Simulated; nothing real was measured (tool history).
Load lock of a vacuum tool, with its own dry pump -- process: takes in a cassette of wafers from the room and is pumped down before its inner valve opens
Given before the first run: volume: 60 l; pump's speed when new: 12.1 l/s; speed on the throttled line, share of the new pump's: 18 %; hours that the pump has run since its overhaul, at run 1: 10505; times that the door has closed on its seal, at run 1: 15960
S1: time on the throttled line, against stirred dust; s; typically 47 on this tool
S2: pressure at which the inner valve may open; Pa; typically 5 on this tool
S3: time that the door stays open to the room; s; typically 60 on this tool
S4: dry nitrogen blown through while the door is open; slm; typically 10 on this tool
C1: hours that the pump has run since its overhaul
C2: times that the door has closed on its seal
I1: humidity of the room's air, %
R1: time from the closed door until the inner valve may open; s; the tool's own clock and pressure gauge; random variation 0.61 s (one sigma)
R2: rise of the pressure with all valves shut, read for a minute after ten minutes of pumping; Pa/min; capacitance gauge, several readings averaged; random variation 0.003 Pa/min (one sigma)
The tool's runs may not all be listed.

run,day,S1,S2,S3,S4,C1,C2,I1,R1,R2
1,0,47,5,60,10,10505,15960,48,91.4,0.135
2,19.05,47,5,60,11,10962,16894,47.9,90.7,0.147
3,30.421,47,5,60,45,11235,17452,42.6,91.2,0.117
4,42.358,47,5,60,45,11522,18037,45.8,91.6,0.12
5,53.8,47,5,60,45,11796,18598,45.6,90.4,0.129
6,71.525,56,5,60,10,12222,19467,45,98.3,0.155
7,80.45,56,5,60,10,12436,19905,43.1,99,0.161
8,90.933,56,5,60,10,12687,20419,42.5,97.8,0.158
9,111.467,56,5,60,10,13180,21426,40.7,99.1,0.169
10,131.129,56,5,60,10,13652,22389,43.1,98.8,0.18
11,140.954,56,5,60,10,13888,22871,44.5,99.6,0.183
12,160.971,47,5,60,10,14368,23853,47,93.1,0.201
13,177.696,47,5,60,10,14770,24673,42.8,92.2,0.195
14,188.108,47,5,60,10,15020,25183,43.6,93.1,0.206
15,208.308,47,5,60,10,15504,26174,45.4,92.7,0.222
16,219.329,47,5,60,10,15769,26714,44.1,91.9,0.226
17,229.108,47,5,60,10,16004,27193,43.1,91.9,0.228
18,239.325,47,5,60,10,16249,27694,46.6,93.1,0.232
19,259.338,47,5,60,10,16729,28676,42.9,92.4,0.243
20,269.65,77,5,60,25,16977,29181,42.1,115.9,0.221
21,289.183,77,5,60,25,17445,30139,41.5,116.4,0.23
22,302.888,51,8,60,10,17774,30811,43,93.9,0.255
23,321.575,27,5,51,10,18223,31727,46.2,78.1,0.268
24,338.683,54,5,53,10,18633,32566,46,100.1,0.279
25,350.758,54,5,53,10,18923,33158,49.5,99.6,0.281
26,363.7,54,9,47,5,19234,33792,45.3,96.2,0.289
27,374.992,82,9,47,5,19505,34346,44.9,117.4,0.303
28,383.854,74,5,60,7,19718,34781,46.9,115.5,0.309
29,395.05,74,5,60,7,19986,35329,46.1,115.1,0.309
30,406.158,60,5,236,37,20253,35874,43.3,104.4,0.332
31,415.129,47,5,89,23,20468,36314,46.9,93.7,0.323
32,426.325,47,7,89,7,20737,36863,42.8,91.8,0.347
# day 435.558: door's seal changed, seat wiped
33,445.542,47,7,89,7,21197,490,47.1,92.7,0.072
34,454.308,47,7,89,7,21407,920,43.4,92.8,0.065
35,474.183,47,7,89,7,21884,1894,43.6,92.2,0.068
36,486.438,47,8,171,5,22178,2495,44,91.7,0.108
37,495.529,47,8,171,5,22396,2941,43.3,92.6,0.113

3 ways to go on from here, each from the tool as it stands after run 37. What would each give?
A,512.325,47,7,60,10,22799,3764,47.7,?,?
B,512.325,44,7,171,5,22799,3764,45.1,?,?
C,512.325,47,5,60,33,22799,3764,47.3,?,?

run,R1,R2
A,91.8,0.065
B,90.5,0.12
C,95.4,0.043
The same runs, with their run-to-run variation unchanged, on a tool lacking any hidden condition would have given:
run,R1,R2
A,85.3,0.055
B,83.7,0.11
C,88.4,0.033

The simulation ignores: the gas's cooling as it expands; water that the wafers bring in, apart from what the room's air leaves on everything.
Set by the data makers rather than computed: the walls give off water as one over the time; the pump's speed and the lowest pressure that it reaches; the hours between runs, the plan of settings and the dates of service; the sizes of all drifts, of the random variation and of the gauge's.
